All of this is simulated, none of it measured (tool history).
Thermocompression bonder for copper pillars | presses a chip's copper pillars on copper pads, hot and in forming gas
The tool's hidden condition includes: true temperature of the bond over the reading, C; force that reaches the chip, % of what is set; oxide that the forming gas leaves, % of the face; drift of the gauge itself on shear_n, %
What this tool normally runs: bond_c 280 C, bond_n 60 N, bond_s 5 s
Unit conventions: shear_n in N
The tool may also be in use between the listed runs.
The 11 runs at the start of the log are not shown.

run	hour	bond_c	bond_n	bond_s	hours of work since the heater was calibrated	hours of work since the force cell was calibrated	hours of work since the gas filter was changed	shear_n
12	534.9	280	81	5	56	622	267	100
13	591.1	274	81	5	99	665	310	93.7
# hour 653.2: forming gas filter changed
14	663.5	274	81	5	154	720	8	94
15	693.8	274	81	5	177	743	31	94
16	763.5	274	81	5	230	796	84	95.8
17	820.6	280	60	5	273	839	127	80.7
18	850.8	280	60	5	296	862	150	79.8
# hour 891: force cell calibrated
19	916.1	280	60	5	345	19	199	81.8
20	985.6	280	60	5	398	72	252	81
21	1043.2	280	52	5	441	116	295	70.9
22	1112.5	273	60	10	494	168	348	92
# hour 1125.4: forming gas filter changed
23	1148.3	273	60	10	521	195	17	92.7
24	1193.7	288	64	4	556	230	52	86.4
25	1236.1	284	79	5	588	262	84	99.8
26	1276.4	280	45	5	618	293	115	64
27	1328.8	259	90	5	658	332	155	87.4
28	1387.8	280	38	5	703	377	200	55
29	1433.4	280	38	5	738	412	234	54.2
30	1495.4	301	38	11	785	459	281	89.8
# hour 1552.9: heater calibrated with a thermocouple chip
31	1572.6	264	60	7	15	516	338	75.8
# hour 1599.3: forming gas filter changed
32	1630.2	286	61	9	58	560	23	102
33	1672.1	297	60	10	90	592	55	111.6
34	1735.3	253	40	14	138	640	103	61.8
35	1802	262	47	5	189	690	154	52.8

Consider 4 possible next runs. They are alternatives, not a sequence: every one starts from the tool as it was left by run 35. What does each give?
A	1873.8	288	44	12	244	745	209	?
B	1873.8	309	81	5	244	745	209	?
C	1873.8	303	43	6	244	745	209	?
D	1873.8	280	71	5	244	745	209	?

run	shear_n
A	89.7
B	121.1
C	81.1
D	92.2
Without the tool's hidden state the same runs would have given:
run	shear_n
A	89.6
B	121.1
C	81
D	92

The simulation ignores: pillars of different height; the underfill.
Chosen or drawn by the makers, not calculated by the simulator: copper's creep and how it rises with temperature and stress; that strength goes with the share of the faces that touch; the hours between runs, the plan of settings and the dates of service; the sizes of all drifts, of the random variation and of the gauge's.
